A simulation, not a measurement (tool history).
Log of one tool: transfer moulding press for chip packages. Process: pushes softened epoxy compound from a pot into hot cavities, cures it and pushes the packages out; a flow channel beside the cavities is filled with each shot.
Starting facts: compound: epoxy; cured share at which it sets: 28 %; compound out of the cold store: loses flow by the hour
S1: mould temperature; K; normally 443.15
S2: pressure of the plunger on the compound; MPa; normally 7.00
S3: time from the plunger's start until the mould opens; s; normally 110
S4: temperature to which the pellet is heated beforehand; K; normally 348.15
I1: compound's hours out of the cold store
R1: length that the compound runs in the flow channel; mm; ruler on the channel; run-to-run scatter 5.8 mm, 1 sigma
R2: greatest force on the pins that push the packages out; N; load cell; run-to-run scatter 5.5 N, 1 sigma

run 1 day=0.000 | S1=443.15 S2=7.00 S3=110 S4=348.15 | I1=32.3 | R1=749 R2=226
run 2 day=0.604 | S1=443.15 S2=7.00 S3=110 S4=348.15 | I1=45.1 | R1=701 R2=274
run 3 day=1.162 | S1=443.15 S2=7.00 S3=110 S4=348.15 | I1=42.6 | R1=715 R2=293
-- day=1.692 cavities cleaned with cleaning compound and waxed
run 4 day=1.825 | S1=438.15 S2=7.00 S3=110 S4=348.15 | I1=42.5 | R1=721 R2=271
run 5 day=2.383 | S1=443.15 S2=7.00 S3=110 S4=357.15 | I1=36.8 | R1=722 R2=264
run 6 day=3.121 | S1=443.15 S2=7.00 S3=110 S4=348.15 | I1=22.3 | R1=777 R2=298
run 7 day=3.425 | S1=443.15 S2=7.00 S3=110 S4=348.15 | I1=30.5 | R1=747 R2=297
run 8 day=3.817 | S1=443.15 S2=6.39 S3=110 S4=348.15 | I1=25.9 | R1=735 R2=315
-- day=3.996 cavities cleaned with cleaning compound and waxed
run 9 day=4.300 | S1=443.15 S2=6.39 S3=110 S4=348.15 | I1=32.9 | R1=713 R2=218
run 10 day=4.929 | S1=443.15 S2=6.39 S3=110 S4=348.15 | I1=31.5 | R1=708 R2=260
run 11 day=5.408 | S1=443.15 S2=6.39 S3=110 S4=348.15 | I1=30.7 | R1=714 R2=300
run 12 day=5.971 | S1=443.15 S2=6.39 S3=110 S4=348.15 | I1=20.9 | R1=746 R2=327
-- day=6.304 cavities cleaned with cleaning compound and waxed
run 13 day=6.508 | S1=443.15 S2=6.39 S3=110 S4=348.15 | I1=29.2 | R1=716 R2=208
run 14 day=6.842 | S1=438.15 S2=7.00 S3=139 S4=346.15 | I1=38.9 | R1=717 R2=236
run 15 day=7.212 | S1=438.15 S2=7.00 S3=106 S4=338.15 | I1=29.0 | R1=766 R2=367
run 16 day=7.688 | S1=438.15 S2=7.00 S3=106 S4=338.15 | I1=44.2 | R1=717 R2=395
run 17 day=8.167 | S1=441.15 S2=6.84 S3=101 S4=340.15 | I1=13.9 | R1=804 R2=386

What will run 18 give?
-- day=8.592 cavities cleaned with cleaning compound and waxed
run 18 day=8.792 | S1=441.15 S2=6.44 S3=99 S4=340.15 | I1=9.2 | R1=? R2=?

Run 18 measured R1 804 mm, R2 297 N.
If the tool had no hidden condition, the same run with the same run-to-run variation would have returned R1 828 mm, R2 262 N.
